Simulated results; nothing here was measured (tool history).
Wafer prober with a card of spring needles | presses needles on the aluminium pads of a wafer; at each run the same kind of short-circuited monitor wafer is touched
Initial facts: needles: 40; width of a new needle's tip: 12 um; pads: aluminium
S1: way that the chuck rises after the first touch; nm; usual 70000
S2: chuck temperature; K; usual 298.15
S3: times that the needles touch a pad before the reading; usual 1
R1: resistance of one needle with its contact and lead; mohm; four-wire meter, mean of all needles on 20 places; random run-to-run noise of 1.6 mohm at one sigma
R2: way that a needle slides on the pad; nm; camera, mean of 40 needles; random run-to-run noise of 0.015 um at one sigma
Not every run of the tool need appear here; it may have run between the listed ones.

Run 1, hour 0: usual settings. Result: R1 161 mohm, R2 8840 nm.
At hour 5.5: tips cleaned on abrasive film.
At hour 18.3: tips cleaned on abrasive film.
Run 2, hour 28: usual settings. Result: R1 160 mohm, R2 8800 nm.
At hour 31.5: tips cleaned on abrasive film.
At hour 44.7: tips cleaned on abrasive film.
Run 3, hour 51.4: usual settings. Result: R1 158 mohm, R2 8800 nm.
At hour 58.5: tips cleaned on abrasive film.
At hour 71: tips cleaned on abrasive film.
Run 4, hour 74.6: usual settings but S3 2. Result: R1 155 mohm, R2 8820 nm.
At hour 83: tips cleaned on abrasive film.
At hour 95.7: tips cleaned on abrasive film.
Run 5, hour 103: usual settings but S3 2. Result: R1 160 mohm, R2 8780 nm.
At hour 108.3: tips cleaned on abrasive film.
At hour 112: height of the first contact set anew.
At hour 121.4: tips cleaned on abrasive film.
Run 6, hour 127.6: usual settings but S3 2. Result: R1 155 mohm, R2 8820 nm.
At hour 133.6: tips cleaned on abrasive film.
At hour 146.3: tips cleaned on abrasive film.
Run 7, hour 156.6: usual settings. Result: R1 160 mohm, R2 8760 nm.
At hour 158.2: tips cleaned on abrasive film.
At hour 170.3: tips cleaned on abrasive film.
Run 8, hour 178.9: usual settings but S3 2. Result: R1 158 mohm, R2 8800 nm.
At hour 182.1: tips cleaned on abrasive film.
Run 9, hour 192.8: usual settings but S3 2. Result: R1 159 mohm, R2 8810 nm.
At hour 195.6: tips cleaned on abrasive film.
At hour 208.7: tips cleaned on abrasive film.
Run 10, hour 208.7: usual settings but S2 386.15 K, S3 2. Result: R1 174 mohm, R2 8800 nm.
At hour 220.5: tips cleaned on abrasive film.
Run 11, hour 226.2: usual settings. Result: R1 157 mohm, R2 8770 nm.
At hour 232.5: tips cleaned on abrasive film.
At hour 244.7: tips cleaned on abrasive film.
Run 12, hour 252.2: usual settings. Result: R1 158 mohm, R2 8780 nm.
At hour 255.2: height of the first contact set anew.
At hour 258.5: tips cleaned on abrasive film.
At hour 272.1: tips cleaned on abrasive film.
Run 13, hour 278.4: usual settings. Result: R1 157 mohm, R2 8760 nm.
At hour 284.4: tips cleaned on abrasive film.
At hour 296.1: tips cleaned on abrasive film.
Run 14, hour 296.4: usual settings. Result: R1 161 mohm, R2 8770 nm.
At hour 308: tips cleaned on abrasive film.
Run 15, hour 312.1: usual settings. Result: R1 158 mohm, R2 8780 nm.
At hour 320.4: tips cleaned on abrasive film.
Run 16, hour 324.7: usual settings. Result: R1 158 mohm, R2 8770 nm.
At hour 333: tips cleaned on abrasive film.
At hour 345.4: tips cleaned on abrasive film.
Run 17, hour 349.6: usual settings. Result: R1 158 mohm, R2 8740 nm.
At hour 357.3: tips cleaned on abrasive film.
At hour 371.2: tips cleaned on abrasive film.
Run 18, hour 373.4: usual settings. Result: R1 159 mohm, R2 8770 nm.
At hour 383.2: tips cleaned on abrasive film.
At hour 395.5: tips cleaned on abrasive film.
Run 19, hour 395.5: usual settings but S1 83000 nm, S2 362.15 K. Result: R1 168 mohm, R2 10370 nm.
At hour 398.4: height of the first contact set anew.
At hour 408.9: tips cleaned on abrasive film.
Run 20, hour 415.4: usual settings but S1 53000 nm, S2 309.15 K. Result: R1 163 mohm, R2 6630 nm.
At hour 422.3: tips cleaned on abrasive film.
Run 21, hour 432.9: usual settings but S1 53000 nm, S2 309.15 K. Result: R1 166 mohm, R2 6640 nm.
At hour 435.6: tips cleaned on abrasive film.
At hour 447.7: tips cleaned on abrasive film.
Run 22, hour 450.4: usual settings but S2 306.15 K. Result: R1 158 mohm, R2 8730 nm.
At hour 460.3: tips cleaned on abrasive film.
Run 23, hour 469.5: usual settings but S1 53000 nm, S2 310.15 K, S3 2. Result: R1 164 mohm, R2 6610 nm.
At hour 472.2: tips cleaned on abrasive film.
At hour 486.2: tips cleaned on abrasive film.
Run 24, hour 496.7: usual settings but S1 79000 nm, S2 338.15 K, S3 2. Result: R1 163 mohm, R2 9850 nm.
At hour 499.2: tips cleaned on abrasive film.
At hour 511.3: tips cleaned on abrasive film.
At hour 524.4: tips cleaned on abrasive film.
Run 25, hour 526.5: usual settings but S1 56000 nm, S2 347.15 K, S3 2. Result: R1 171 mohm, R2 6950 nm.
At hour 537.6: tips cleaned on abrasive film.
At hour 542.1: height of the first contact set anew.
At hour 551.1: tips cleaned on abrasive film.
Run 26, hour 553.6: usual settings but S1 55000 nm, S2 371.15 K. Result: R1 176 mohm, R2 6870 nm.
At hour 564.8: tips cleaned on abrasive film.
Run 27, hour 573.1: usual settings but S1 68000 nm, S2 396.15 K, S3 2. Result: R1 179 mohm, R2 8460 nm.
At hour 577.2: tips cleaned on abrasive film.
At hour 581.4: gauge calibrated.
Run 28, hour 585.8: usual settings but S1 89000 nm, S3 3. Result: R1 158 mohm, R2 11200 nm.
At hour 590.6: tips cleaned on abrasive film.
Run 29, hour 598.8: usual settings but S1 89000 nm, S2 331.15 K, S3 3. Result: R1 160 mohm, R2 11230 nm.
At hour 603.3: tips cleaned on abrasive film.
At hour 615.6: tips cleaned on abrasive film.
Run 30, hour 623.8: usual settings but S1 89000 nm, S2 331.15 K, S3 2. Result: R1 163 mohm, R2 11200 nm.
At hour 628: tips cleaned on abrasive film.
At hour 641.6: tips cleaned on abrasive film.
Run 31, hour 652.8: usual settings but S1 52000 nm, S2 331.15 K. Result: R1 168 mohm, R2 6530 nm.

Below are 3 alternative next runs, each starting from the tool's condition after run 31. Predict each:
At hour 655.6: tips cleaned on abrasive film.
At hour 668.1: tips cleaned on abrasive film.
Run A, hour 678.9: usual settings but S3 3. Result: R1 ?, R2 ?.
At hour 655.6: tips cleaned on abrasive film.
At hour 668.1: tips cleaned on abrasive film.
Run B, hour 678.9: usual settings but S3 2. Result: R1 ?, R2 ?.
At hour 655.6: tips cleaned on abrasive film.
At hour 668.1: tips cleaned on abrasive film.
Run C, hour 678.9: usual settings but S1 57000 nm, S2 333.15 K. Result: R1 ?, R2 ?.

run   R1    R2
  A  159  8810
  B  159  8810
  C  167  7140
With the hidden condition removed and each run's random variation left untouched, the same runs would have given:
run   R1    R2
  A  159  8820
  B  158  8820
  C  166  7150
